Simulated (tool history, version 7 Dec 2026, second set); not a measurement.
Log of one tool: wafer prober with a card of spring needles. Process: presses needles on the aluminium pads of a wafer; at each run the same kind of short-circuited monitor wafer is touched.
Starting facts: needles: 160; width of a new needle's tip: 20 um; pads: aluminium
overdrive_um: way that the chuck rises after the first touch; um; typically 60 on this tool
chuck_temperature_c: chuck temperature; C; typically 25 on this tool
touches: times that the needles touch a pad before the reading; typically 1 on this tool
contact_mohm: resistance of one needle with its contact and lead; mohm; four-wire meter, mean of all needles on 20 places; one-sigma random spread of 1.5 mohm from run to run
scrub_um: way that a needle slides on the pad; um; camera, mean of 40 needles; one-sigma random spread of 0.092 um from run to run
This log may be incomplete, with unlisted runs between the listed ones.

run    day  overdrive_um  chuck_temperature_c  touches  contact_mohm  scrub_um
  1      0            60                   25        1           255     15.06
     0.042  -- tips cleaned on abrasive film
     0.321  -- tips cleaned on abrasive film
     0.588  -- tips cleaned on abrasive film
  2  0.638            60                   25        2           169     14.81
     0.829  -- tips cleaned on abrasive film
     1.079  -- tips cleaned on abrasive film
  3  1.142            60                   25        2           174     14.81
     1.362  -- tips cleaned on abrasive film
     1.621  -- tips cleaned on abrasive film
  4  1.683            60                   25        2           175      14.9
     1.879  -- tips cleaned on abrasive film
     1.988  -- tips cleaned on abrasive film, once more
     2.262  -- tips cleaned on abrasive film
  5  2.325            60                   25        2           167     14.81
     2.504  -- tips cleaned on abrasive film
     2.767  -- tips cleaned on abrasive film
  6  2.946            54                   37        1           282        13
     3.046  -- tips cleaned on abrasive film
     3.288  -- tips cleaned on abrasive film
  7  3.317            54                   37        1           192     13.14
     3.542  -- tips cleaned on abrasive film
  8  3.692            60                   72        1           253     14.71
       3.8  -- tips cleaned on abrasive film
     4.071  -- tips cleaned on abrasive film
  9  4.075            53                   25        2           156     12.84
     4.321  -- tips cleaned on abrasive film
     4.604  -- tips cleaned on abrasive film
 10  4.788            48                   25        1           351      11.4

Here are 3 independent what-if runs from the current tool condition. What would each one return?
     4.871  -- tips cleaned on abrasive film
     5.108  -- tips cleaned on abrasive film
  A  5.321            60                   25        2             ?         ?
     4.871  -- tips cleaned on abrasive film
     5.108  -- tips cleaned on abrasive film
  B  5.321            56                   25        2             ?         ?
     4.871  -- tips cleaned on abrasive film
     5.108  -- tips cleaned on abrasive film
  C  5.321            60                   25        2             ?         ?

run  contact_mohm  scrub_um
  A           219     14.65
  B           229     13.36
  C           215     14.49
Without the tool's unlogged condition, the same runs would have read:
run  contact_mohm  scrub_um
  A           137      15.6
  B           135      14.3
  C           133     15.44
